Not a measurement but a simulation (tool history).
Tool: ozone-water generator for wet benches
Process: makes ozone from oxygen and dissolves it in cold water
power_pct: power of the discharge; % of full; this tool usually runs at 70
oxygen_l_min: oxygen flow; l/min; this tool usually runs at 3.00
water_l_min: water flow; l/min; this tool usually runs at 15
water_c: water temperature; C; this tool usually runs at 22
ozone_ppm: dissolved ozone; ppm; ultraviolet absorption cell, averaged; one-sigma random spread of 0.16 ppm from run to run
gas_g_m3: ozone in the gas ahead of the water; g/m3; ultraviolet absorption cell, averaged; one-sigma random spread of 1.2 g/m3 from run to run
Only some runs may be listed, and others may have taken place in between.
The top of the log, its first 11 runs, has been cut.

run,hour,power_pct,oxygen_l_min,water_l_min,water_c,hours of work since the electrodes were changed,hours of work since the contactor was cleaned,hours of work since the thermometer was calibrated,ozone_ppm,gas_g_m3
12,248.0,70,4.09,15,22,538,2812,2961,20.1,183.0
13,264.0,70,4.09,15,22,553,2826,2976,20.0,182.7
14,284.9,70,4.09,15,22,572,2845,2995,20.5,183.2
15,314.3,70,4.09,15,22,599,2872,3022,20.2,180.9
16,330.0,70,4.09,15,22,613,2887,3037,20.1,180.6
17,352.1,70,4.09,15,22,634,2907,3057,20.1,179.8
18,365.9,70,4.09,10,29,646,2920,3070,23.0,179.9
19,393.3,70,4.09,16,29,672,2945,3095,17.0,180.4
20,420.7,55,4.54,12,29,697,2970,3120,16.6,140.6
21,446.0,55,2.34,12,15,720,2993,3143,20.3,196.1
22,469.3,55,2.34,22,28,741,3015,3165,10.3,193.9
23,498.1,78,3.00,15,14,768,3041,3191,24.0,231.1
24,524.5,94,2.28,23,19,792,3065,3215,16.5,307.2
25,553.0,94,2.28,17,16,818,3092,3241,23.2,307.8
26,572.7,42,4.10,12,16,836,3110,3259,17.0,117.9
27,600.5,56,3.00,15,22,862,3135,3285,16.2,174.7
28,616.2,56,3.98,15,22,876,3150,3299,16.5,152.5
29,630.3,62,3.65,15,22,889,3163,3312,18.1,173.3
30,651.2,65,3.36,19,21,908,3182,3332,15.6,186.9
31,678.1,97,3.41,12,17,933,3206,3356,33.2,258.7
32,705.2,70,2.57,14,17,958,3231,3381,21.5,227.2

Branching from run 32: 3 alternative next runs. What would each branch give?
A,720.2,70,3.42,9,20,972,3245,3395,?,?
B,720.2,57,3.00,12,24,972,3245,3395,?,?
C,720.2,42,2.20,17,22,972,3245,3395,?,?

run,ozone_ppm,gas_g_m3
A,29.4,196.5
B,19.5,176.9
C,10.8,161.9
Had the tool no hidden state, the same runs would have come out as:
run,ozone_ppm,gas_g_m3
A,30.7,200.3
B,20.4,179.7
C,11.4,163.7

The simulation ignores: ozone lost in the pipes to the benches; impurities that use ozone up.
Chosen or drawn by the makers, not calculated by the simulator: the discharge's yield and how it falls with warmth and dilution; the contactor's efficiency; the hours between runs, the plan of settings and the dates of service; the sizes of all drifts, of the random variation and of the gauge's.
